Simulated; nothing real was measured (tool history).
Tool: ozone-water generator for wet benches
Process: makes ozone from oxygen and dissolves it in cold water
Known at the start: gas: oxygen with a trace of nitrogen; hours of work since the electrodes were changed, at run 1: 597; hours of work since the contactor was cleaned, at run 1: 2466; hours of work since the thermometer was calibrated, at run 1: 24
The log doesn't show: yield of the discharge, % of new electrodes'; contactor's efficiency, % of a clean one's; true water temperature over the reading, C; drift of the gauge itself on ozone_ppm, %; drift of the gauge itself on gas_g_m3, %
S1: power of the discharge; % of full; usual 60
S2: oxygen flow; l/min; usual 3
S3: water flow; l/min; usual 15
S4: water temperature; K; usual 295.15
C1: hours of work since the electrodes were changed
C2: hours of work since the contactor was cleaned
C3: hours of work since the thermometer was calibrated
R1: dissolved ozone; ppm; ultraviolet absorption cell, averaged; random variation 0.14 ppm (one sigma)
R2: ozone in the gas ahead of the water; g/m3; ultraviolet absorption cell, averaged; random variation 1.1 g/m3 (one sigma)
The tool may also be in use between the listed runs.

{"run": 1, "hour": 0.0, "S1": 60, "S2": 3, "S3": 15, "S4": 295.15, "C1": 597, "C2": 2466, "C3": 24, "R1": 16.7, "R2": 204.9}
{"run": 2, "hour": 45.6, "S1": 60, "S2": 2.39, "S3": 15, "S4": 295.15, "C1": 641, "C2": 2510, "C3": 69, "R1": 16.5, "R2": 230.9}
{"run": 3, "hour": 113.4, "S1": 60, "S2": 2.39, "S3": 15, "S4": 289.15, "C1": 708, "C2": 2577, "C3": 135, "R1": 17.6, "R2": 231.8}
{"run": 4, "hour": 187.7, "S1": 60, "S2": 2.39, "S3": 15, "S4": 289.15, "C1": 781, "C2": 2650, "C3": 208, "R1": 17.4, "R2": 231.5}
{"run": 5, "hour": 268.3, "S1": 60, "S2": 2.39, "S3": 15, "S4": 289.15, "C1": 860, "C2": 2729, "C3": 287, "R1": 17.2, "R2": 232.1}
{"run": 6, "hour": 324.2, "S1": 60, "S2": 2.55, "S3": 15, "S4": 289.15, "C1": 915, "C2": 2784, "C3": 342, "R1": 17.8, "R2": 226.4}
{"run": 7, "hour": 404.0, "S1": 60, "S2": 2.55, "S3": 15, "S4": 289.15, "C1": 993, "C2": 2862, "C3": 421, "R1": 17.7, "R2": 225.5}
{"run": 8, "hour": 473.2, "S1": 60, "S2": 2.55, "S3": 15, "S4": 289.15, "C1": 1061, "C2": 2930, "C3": 489, "R1": 17.6, "R2": 223.5}
{"run": 9, "hour": 543.8, "S1": 60, "S2": 2.55, "S3": 15, "S4": 289.15, "C1": 1131, "C2": 3000, "C3": 558, "R1": 17.5, "R2": 227.7}
{"run": 10, "hour": 596.2, "S1": 60, "S2": 2.55, "S3": 15, "S4": 289.15, "C1": 1182, "C2": 3051, "C3": 609, "R1": 17.7, "R2": 225.3}
{"run": 11, "hour": 646.5, "S1": 60, "S2": 2.55, "S3": 15, "S4": 289.15, "C1": 1232, "C2": 3101, "C3": 659, "R1": 17.8, "R2": 225.2}
{"run": 12, "hour": 716.4, "S1": 60, "S2": 2.55, "S3": 15, "S4": 295.15, "C1": 1300, "C2": 3169, "C3": 728, "R1": 16.7, "R2": 226.5}
{"run": 13, "hour": 758.6, "S1": 60, "S2": 3, "S3": 15, "S4": 295.15, "C1": 1342, "C2": 3211, "C3": 769, "R1": 16.9, "R2": 208.6}
{"run": 14, "hour": 818.7, "S1": 60, "S2": 3, "S3": 15, "S4": 295.15, "C1": 1401, "C2": 3270, "C3": 828, "R1": 16.7, "R2": 207.5}
{"run": 15, "hour": 886.9, "S1": 60, "S2": 3, "S3": 10, "S4": 295.15, "C1": 1468, "C2": 3337, "C3": 895, "R1": 22.6, "R2": 209.5}
{"run": 16, "hour": 968.1, "S1": 60, "S2": 3, "S3": 10, "S4": 295.15, "C1": 1548, "C2": 3417, "C3": 975, "R1": 22.7, "R2": 208.6}
{"run": 17, "hour": 1011.7, "S1": 60, "S2": 3, "S3": 10, "S4": 295.15, "C1": 1590, "C2": 3459, "C3": 1018, "R1": 22.9, "R2": 209.1}
{"run": 18, "hour": 1071.5, "S1": 48, "S2": 3, "S3": 15, "S4": 291.15, "C1": 1649, "C2": 3518, "C3": 1076, "R1": 14.9, "R2": 178}
{"run": 19, "hour": 1138.7, "S1": 48, "S2": 3, "S3": 15, "S4": 291.15, "C1": 1715, "C2": 3584, "C3": 1142, "R1": 14.7, "R2": 176.4}
{"run": 20, "hour": 1222.4, "S1": 97, "S2": 2.27, "S3": 15, "S4": 291.15, "C1": 1797, "C2": 3666, "C3": 1225, "R1": 24.2, "R2": 341.6}
{"run": 21, "hour": 1284.6, "S1": 63, "S2": 2.08, "S3": 12, "S4": 295.15, "C1": 1858, "C2": 3727, "C3": 1286, "R1": 20.3, "R2": 260.5}
{"run": 22, "hour": 1347.2, "S1": 63, "S2": 2.08, "S3": 12, "S4": 295.15, "C1": 1920, "C2": 3789, "C3": 1347, "R1": 20, "R2": 261.3}
{"run": 23, "hour": 1413.5, "S1": 60, "S2": 3.25, "S3": 19, "S4": 295.15, "C1": 1985, "C2": 3854, "C3": 1412, "R1": 13.8, "R2": 201.8}
{"run": 24, "hour": 1476.9, "S1": 49, "S2": 3, "S3": 12, "S4": 295.15, "C1": 2047, "C2": 3916, "C3": 1475, "R1": 17.3, "R2": 179.3}
{"run": 25, "hour": 1516.6, "S1": 49, "S2": 3, "S3": 12, "S4": 295.15, "C1": 2086, "C2": 3955, "C3": 1514, "R1": 17.5, "R2": 181.7}
{"run": 26, "hour": 1563.4, "S1": 87, "S2": 1.51, "S3": 15, "S4": 295.15, "C1": 2132, "C2": 4001, "C3": 1560, "R1": 19.9, "R2": 389.8}
{"run": 27, "hour": 1625.3, "S1": 87, "S2": 1.51, "S3": 15, "S4": 295.15, "C1": 2193, "C2": 4062, "C3": 1620, "R1": 19.9, "R2": 390.8}
{"run": 28, "hour": 1680.1, "S1": 60, "S2": 3, "S3": 19, "S4": 293.15, "C1": 2247, "C2": 4116, "C3": 1674, "R1": 14, "R2": 210.7}
{"run": 29, "hour": 1750.4, "S1": 74, "S2": 4.85, "S3": 12, "S4": 291.15, "C1": 2316, "C2": 4185, "C3": 1743, "R1": 25, "R2": 193.3}
{"hour": 1809.9, "done": "contactor cleaned"}
{"run": 30, "hour": 1811.0, "S1": 82, "S2": 1.93, "S3": 15, "S4": 291.15, "C1": 2372, "C2": 1, "C3": 1799, "R1": 20.8, "R2": 333.2}
{"run": 31, "hour": 1867.9, "S1": 82, "S2": 1.93, "S3": 15, "S4": 291.15, "C1": 2427, "C2": 57, "C3": 1855, "R1": 20.7, "R2": 332.1}
{"run": 32, "hour": 1927.4, "S1": 82, "S2": 1.93, "S3": 15, "S4": 291.15, "C1": 2486, "C2": 115, "C3": 1913, "R1": 20.8, "R2": 331.9}
{"run": 33, "hour": 1991.6, "S1": 60, "S2": 4.94, "S3": 15, "S4": 295.15, "C1": 2549, "C2": 178, "C3": 1976, "R1": 17, "R2": 164}
{"run": 34, "hour": 2043.1, "S1": 60, "S2": 4.14, "S3": 15, "S4": 290.15, "C1": 2600, "C2": 229, "C3": 2027, "R1": 18.6, "R2": 181.4}

The same runs without the tool's hidden state, with the same run-to-run variation:
run=1 R2=204.9
run=2 R2=230.8
run=3 R2=231.5
run=4 R2=231.1
run=5 R2=231.5
run=6 R2=225.6
run=7 R2=224.5
run=8 R2=222.4
run=9 R2=226.3
run=10 R2=223.8
run=11 R2=223.6
run=12 R2=224.7
run=13 R2=206.8
run=14 R2=205.6
run=15 R2=207.4
run=16 R2=206.3
run=17 R2=206.7
run=18 R2=175.8
run=19 R2=174.1
run=20 R2=337
run=21 R2=256.7
run=22 R2=257.4
run=23 R2=198.6
run=24 R2=176.3
run=25 R2=178.5
run=26 R2=383.1
run=27 R2=383.9
run=28 R2=206.7
run=29 R2=189.5
run=30 R2=326.6
run=31 R2=325.2
run=32 R2=324.8
run=33 R2=160.4
run=34 R2=177.2
R1: within 0.1 ppm of the measured result in every run.

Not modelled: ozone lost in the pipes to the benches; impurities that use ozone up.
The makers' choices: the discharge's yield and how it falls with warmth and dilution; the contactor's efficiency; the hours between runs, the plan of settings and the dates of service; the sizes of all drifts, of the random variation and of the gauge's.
